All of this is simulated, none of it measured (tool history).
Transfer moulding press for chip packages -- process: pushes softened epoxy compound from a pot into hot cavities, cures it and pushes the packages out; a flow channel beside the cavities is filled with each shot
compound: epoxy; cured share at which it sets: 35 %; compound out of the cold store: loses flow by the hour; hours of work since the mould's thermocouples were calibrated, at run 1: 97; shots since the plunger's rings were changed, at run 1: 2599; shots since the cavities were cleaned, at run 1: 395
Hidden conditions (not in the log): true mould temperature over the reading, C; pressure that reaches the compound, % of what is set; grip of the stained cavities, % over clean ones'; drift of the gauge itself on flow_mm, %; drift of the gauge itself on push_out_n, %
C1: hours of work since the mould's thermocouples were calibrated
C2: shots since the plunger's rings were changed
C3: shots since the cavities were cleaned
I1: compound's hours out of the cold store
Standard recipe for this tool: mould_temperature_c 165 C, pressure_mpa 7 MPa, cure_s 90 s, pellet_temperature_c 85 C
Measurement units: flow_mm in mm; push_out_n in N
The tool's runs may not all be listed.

Run 1, hour 0: usual settings; C1 97; C2 2599; C3 395; I1 23.9. Result: flow_mm 952 mm, push_out_n 715 N.
Run 2, hour 8.3: usual settings; C1 103; C2 2729; C3 525; I1 27.8. Result: flow_mm 936 mm, push_out_n 732 N.
Run 3, hour 18.9: usual settings; C1 111; C2 2897; C3 693; I1 26.7. Result: flow_mm 931 mm, push_out_n 789 N.
Run 4, hour 27.7: usual settings; C1 117; C2 3035; C3 831; I1 33.3. Result: flow_mm 904 mm, push_out_n 788 N.
At hour 33.8: cavities cleaned with cleaning compound and waxed.
Run 5, hour 35.2: usual settings; C1 122; C2 3130; C3 23; I1 25.6. Result: flow_mm 939 mm, push_out_n 494 N.
Run 6, hour 40.4: usual settings; C1 126; C2 3212; C3 105; I1 31.4. Result: flow_mm 916 mm, push_out_n 545 N.
Run 7, hour 53: usual settings; C1 135; C2 3409; C3 302; I1 33.6. Result: flow_mm 899 mm, push_out_n 665 N.
At hour 62.9: plunger's sealing rings changed.
Run 8, hour 65.6: usual settings; C1 143; C2 43; C3 462; I1 46.2. Result: flow_mm 878 mm, push_out_n 668 N.
Run 9, hour 72.6: usual settings; C1 148; C2 152; C3 571; I1 9.4. Result: flow_mm 1047 mm, push_out_n 770 N.
Run 10, hour 81: usual settings; C1 154; C2 285; C3 704; I1 23.3. Result: flow_mm 974 mm, push_out_n 752 N.
At hour 95.1: cavities cleaned with cleaning compound and waxed.
Run 11, hour 95.3: usual settings but pellet_temperature_c 95 C; C1 164; C2 486; C3 3; I1 46.5. Result: flow_mm 868 mm, push_out_n 469 N.
Run 12, hour 107.1: usual settings but pellet_temperature_c 95 C; C1 172; C2 671; C3 188; I1 44.8. Result: flow_mm 875 mm, push_out_n 525 N.
Run 13, hour 115.9: usual settings but pellet_temperature_c 95 C; C1 179; C2 811; C3 328; I1 15.6. Result: flow_mm 1004 mm, push_out_n 650 N.
Run 14, hour 122: usual settings but pellet_temperature_c 95 C; C1 183; C2 906; C3 423; I1 33.8. Result: flow_mm 919 mm, push_out_n 627 N.
Run 15, hour 129.1: usual settings but pellet_temperature_c 95 C; C1 189; C2 1018; C3 535; I1 23.1. Result: flow_mm 967 mm, push_out_n 715 N.
Run 16, hour 135.3: usual settings but mould_temperature_c 162 C, pressure_mpa 6.49 MPa, cure_s 71 s, pellet_temperature_c 91 C; C1 193; C2 1116; C3 633; I1 13.5. Result: flow_mm 984 mm, push_out_n 1578 N.
Run 17, hour 142.5: usual settings but cure_s 117 s; C1 198; C2 1229; C3 746; I1 43.9. Result: flow_mm 876 mm, push_out_n 575 N.
At hour 145.2: mould's thermocouples calibrated.
At hour 155.9: cavities cleaned with cleaning compound and waxed.
Run 18, hour 158.2: usual settings but pressure_mpa 6.59 MPa, cure_s 104 s; C1 8; C2 1420; C3 36; I1 32.9. Result: flow_mm 890 mm, push_out_n 399 N.
Run 19, hour 170.5: usual settings but cure_s 95 s; C1 18; C2 1614; C3 230; I1 27.9. Result: flow_mm 940 mm, push_out_n 550 N.
Run 20, hour 177: usual settings but mould_temperature_c 164 C, cure_s 77 s; C1 22; C2 1717; C3 333; I1 14.7. Result: flow_mm 1005 mm, push_out_n 1055 N.
Run 21, hour 184.7: usual settings but pressure_mpa 8.39 MPa, cure_s 70 s; C1 28; C2 1838; C3 454; I1 12.9. Result: flow_mm 1110 mm, push_out_n 1250 N.
Run 22, hour 193.3: usual settings but mould_temperature_c 161 C, pressure_mpa 5.63 MPa, pellet_temperature_c 83 C; C1 35; C2 1974; C3 590; I1 41.5. Result: flow_mm 793 mm, push_out_n 933 N.
Run 23, hour 199.2: usual settings but cure_s 120 s; C1 39; C2 2066; C3 682; I1 23.3. Result: flow_mm 956 mm, push_out_n 551 N.
Run 24, hour 211.6: usual settings but mould_temperature_c 160 C, cure_s 120 s; C1 48; C2 2262; C3 878; I1 14. Result: flow_mm 1021 mm, push_out_n 680 N.
At hour 214.5: cavities cleaned with cleaning compound and waxed.
At hour 217.6: mould's thermocouples calibrated, once more.
Run 25, hour 224.1: usual settings but mould_temperature_c 170 C, pressure_mpa 8.24 MPa, cure_s 112 s; C1 5; C2 2404; C3 121; I1 18.1. Result: flow_mm 1047 mm, push_out_n 389 N.
Run 26, hour 232.3: usual settings but mould_temperature_c 170 C, pressure_mpa 8.24 MPa, cure_s 112 s; C1 11; C2 2532; C3 249; I1 35.8. Result: flow_mm 961 mm, push_out_n 459 N.

Run 27 comes next. What will it give?
Run 27, hour 238.6: usual settings but mould_temperature_c 170 C, pressure_mpa 8.24 MPa, cure_s 112 s; C1 16; C2 2632; C3 349; I1 21.1. Result: flow_mm ?, push_out_n ?.

{"run 27": {"flow_mm": 1030, "push_out_n": 501}}
Take away the tool's hidden state, keep the run-to-run variation as it was, and the same run would have given flow_mm 1064 mm, push_out_n 348 N.
